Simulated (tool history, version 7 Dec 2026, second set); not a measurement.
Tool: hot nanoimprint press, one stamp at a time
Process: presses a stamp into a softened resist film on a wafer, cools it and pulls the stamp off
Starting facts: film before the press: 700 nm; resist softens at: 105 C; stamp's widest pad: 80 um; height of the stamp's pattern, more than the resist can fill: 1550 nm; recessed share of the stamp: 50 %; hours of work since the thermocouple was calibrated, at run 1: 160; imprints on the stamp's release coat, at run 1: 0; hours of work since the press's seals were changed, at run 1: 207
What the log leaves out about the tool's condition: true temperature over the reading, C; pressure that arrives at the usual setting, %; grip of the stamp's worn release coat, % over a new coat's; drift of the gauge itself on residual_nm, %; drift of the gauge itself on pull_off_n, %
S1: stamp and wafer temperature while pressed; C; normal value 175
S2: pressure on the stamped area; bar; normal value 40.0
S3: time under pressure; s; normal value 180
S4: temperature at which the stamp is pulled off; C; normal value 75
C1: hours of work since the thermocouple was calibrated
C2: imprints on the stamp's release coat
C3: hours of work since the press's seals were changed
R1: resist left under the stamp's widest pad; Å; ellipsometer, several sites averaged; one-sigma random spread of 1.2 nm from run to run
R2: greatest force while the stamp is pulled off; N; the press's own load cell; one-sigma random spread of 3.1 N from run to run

| run | day | S1 | S2 | S3 | S4 | C1 | C2 | C3 | R1 | R2 |
|---|---|---|---|---|---|---|---|---|---|---|
| 1 | 0.000 | 175 | 40.0 | 180 | 75 | 160 | 0 | 207 | 3643 | 139 |
| 2 | 1.800 | 175 | 40.0 | 180 | 75 | 189 | 116 | 235 | 3611 | 149 |
| 3 | 3.867 | 175 | 40.0 | 180 | 75 | 222 | 249 | 268 | 3612 | 149 |
| 4 | 5.308 | 175 | 40.0 | 180 | 75 | 244 | 342 | 291 | 3595 | 158 |
|  | 6.538 | plate thermocouple calibrated |
| 5 | 7.062 | 175 | 40.0 | 180 | 75 | 8 | 447 | 317 | 3536 | 161 |
| 6 | 9.200 | 175 | 40.0 | 180 | 75 | 42 | 585 | 350 | 3541 | 164 |
| 7 | 10.529 | 175 | 43.1 | 180 | 75 | 63 | 671 | 371 | 3429 | 170 |
| 8 | 12.692 | 175 | 43.1 | 180 | 75 | 97 | 811 | 406 | 3417 | 172 |
| 9 | 13.646 | 175 | 43.1 | 180 | 75 | 113 | 872 | 421 | 3398 | 175 |
| 10 | 15.308 | 175 | 43.1 | 102 | 75 | 139 | 979 | 447 | 4120 | 183 |
| 11 | 16.492 | 175 | 43.1 | 102 | 75 | 158 | 1056 | 466 | 4097 | 188 |
|  | 17.250 | plate thermocouple calibrated, once more |
| 12 | 18.446 | 175 | 43.1 | 102 | 75 | 19 | 1174 | 495 | 4346 | 204 |
|  | 19.688 | press's hydraulic seals changed and the load cell set to zero |
| 13 | 20.471 | 175 | 40.0 | 204 | 75 | 46 | 1283 | 12 | 3507 | 201 |
| 14 | 21.450 | 167 | 40.0 | 180 | 75 | 61 | 1346 | 28 | 4891 | 209 |
|  | 22.262 | stamp cleaned and given a new release coat |
| 15 | 22.929 | 167 | 40.0 | 180 | 75 | 81 | 42 | 47 | 4897 | 145 |
| 16 | 24.083 | 167 | 40.0 | 341 | 62 | 99 | 117 | 66 | 4068 | 187 |
| 17 | 25.238 | 175 | 40.0 | 228 | 75 | 117 | 191 | 84 | 3346 | 148 |
| 18 | 27.350 | 175 | 40.0 | 228 | 75 | 151 | 328 | 117 | 3332 | 154 |
| 19 | 28.550 | 175 | 27.6 | 180 | 60 | 170 | 405 | 136 | 4179 | 212 |
| 20 | 30.412 | 169 | 25.8 | 229 | 60 | 199 | 525 | 166 | 4832 | 226 |
| 21 | 31.671 | 169 | 25.8 | 229 | 60 | 219 | 607 | 186 | 4815 | 225 |
| 22 | 33.233 | 186 | 60.1 | 128 | 76 | 244 | 707 | 211 | 2222 | 174 |
|  | 34.488 | plate thermocouple calibrated |
| 23 | 35.017 | 175 | 42.0 | 120 | 75 | 8 | 814 | 237 | 4149 | 188 |
| 24 | 36.412 | 164 | 40.0 | 173 | 79 | 31 | 905 | 259 | 5400 | 172 |
| 25 | 38.238 | 187 | 36.0 | 217 | 80 | 59 | 1022 | 288 | 2229 | 165 |
| 26 | 39.946 | 166 | 32.9 | 141 | 62 | 86 | 1132 | 315 | 5541 | 251 |
| 27 | 41.742 | 166 | 32.9 | 141 | 62 | 115 | 1248 | 343 | 5504 | 270 |
| 28 | 42.679 | 166 | 32.9 | 141 | 62 | 130 | 1309 | 358 | 5516 | 258 |
|  | 44.083 | stamp cleaned and given a new release coat |
| 29 | 44.204 | 166 | 40.0 | 180 | 65 | 150 | 8 | 378 | 5008 | 172 |
| 30 | 46.212 | 164 | 40.0 | 180 | 82 | 182 | 138 | 410 | 5271 | 131 |

Each row is a separate what-if for the run after 30, all from the same tool condition, not one after another. Results?
| A | 47.450 | 175 | 40.0 | 138 | 75 | 201 | 218 | 430 | ? | ? |
| B | 47.450 | 164 | 57.7 | 180 | 62 | 201 | 218 | 430 | ? | ? |
| C | 47.450 | 175 | 25.7 | 180 | 75 | 201 | 218 | 430 | ? | ? |

| run | R1 | R2 |
|---|---|---|
| A | 3976 | 151 |
| B | 4832 | 192 |
| C | 4263 | 154 |
What these runs would have given with no unlogged condition in the tool:
| run | R1 | R2 |
|---|---|---|
| A | 4057 | 144 |
| B | 4917 | 183 |
| C | 4356 | 147 |
